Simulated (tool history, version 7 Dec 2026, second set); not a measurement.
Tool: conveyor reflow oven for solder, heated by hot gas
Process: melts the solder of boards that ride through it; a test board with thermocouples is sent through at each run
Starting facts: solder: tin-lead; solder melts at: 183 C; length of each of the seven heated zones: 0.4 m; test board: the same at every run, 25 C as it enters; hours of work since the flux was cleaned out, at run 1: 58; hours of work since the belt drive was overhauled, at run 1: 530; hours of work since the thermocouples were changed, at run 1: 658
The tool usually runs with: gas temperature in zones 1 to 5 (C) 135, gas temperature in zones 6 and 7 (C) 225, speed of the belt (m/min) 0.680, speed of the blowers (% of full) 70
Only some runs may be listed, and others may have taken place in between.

run	hour	gas temperature in zones 1 to 5 (C)	gas temperature in zones 6 and 7 (C)	speed of the belt (m/min)	speed of the blowers (% of full)	hours of work since the flux was cleaned out	hours of work since the belt drive was overhauled	hours of work since the thermocouples were changed	highest temperature of the board (C)	time above the solder's melting point (s)
1	0.0	135	225	0.680	70	58	530	658	211.4	48.7
2	23.0	135	225	0.680	70	74	545	674	211.0	49.1
3	39.8	135	225	0.680	70	85	557	686	211.3	48.9
4	65.4	135	225	0.680	70	103	574	703	211.0	48.6
5	81.9	135	225	0.680	70	114	586	714	210.4	48.7
6	106.1	135	225	0.680	70	130	602	731	210.6	48.5
7	119.5	135	225	0.763	58	140	611	740	203.8	35.2
8	142.3	135	225	0.763	58	155	627	756	203.8	35.0
9	158.5	135	214	0.614	76	166	638	767	204.2	49.2

For run 10, what comes out?
10	182.7	135	214	0.614	76	183	655	783	?	?

Run 10 measured highest temperature of the board (C) 204.5, time above the solder's melting point (s) 48.9.
Take away the tool's hidden state, keep the run-to-run variation as it was, and the same run would have given highest temperature of the board (C) 205.9, time above the solder's melting point (s) 49.9.
